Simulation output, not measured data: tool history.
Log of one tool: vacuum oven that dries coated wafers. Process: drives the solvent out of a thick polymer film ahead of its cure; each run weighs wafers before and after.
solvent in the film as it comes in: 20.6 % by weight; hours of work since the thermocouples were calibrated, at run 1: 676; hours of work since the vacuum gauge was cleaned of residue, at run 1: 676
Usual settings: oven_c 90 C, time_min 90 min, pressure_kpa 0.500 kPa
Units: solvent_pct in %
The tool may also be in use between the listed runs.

run	hour	oven_c	time_min	pressure_kpa	hours of work since the thermocouples were calibrated	hours of work since the vacuum gauge was cleaned of residue	solvent_pct
1	0.0	90	90	0.500	676	676	2.01
2	50.3	87	90	0.500	697	697	2.55
3	90.4	87	90	0.500	714	714	2.61
4	132.0	87	90	0.500	731	731	2.66
5	159.8	87	90	0.410	742	742	2.48
6	206.3	87	90	0.410	762	762	2.49
7	264.3	76	90	1.491	786	786	7.94
# hour 269.6: vacuum gauge cleaned of residue and calibrated
8	324.7	95	91	1.491	810	23	2.76
9	370.9	95	91	1.491	829	42	2.72
10	423.3	95	91	1.491	851	64	2.82
11	462.7	90	65	0.500	867	80	3.44

4 ways to go on from here, each from the tool as it stands after run 11. What would each give?
A	501.2	101	64	0.471	883	96	?
B	501.2	90	154	0.500	883	96	?
C	501.2	85	67	0.285	883	96	?
D	501.2	86	114	0.403	883	96	?

run	solvent_pct
A	1.50
B	1.33
C	4.23
D	2.08
Without the tool's hidden state the same runs would have given:
run	solvent_pct
A	1.15
B	0.93
C	3.55
D	1.52

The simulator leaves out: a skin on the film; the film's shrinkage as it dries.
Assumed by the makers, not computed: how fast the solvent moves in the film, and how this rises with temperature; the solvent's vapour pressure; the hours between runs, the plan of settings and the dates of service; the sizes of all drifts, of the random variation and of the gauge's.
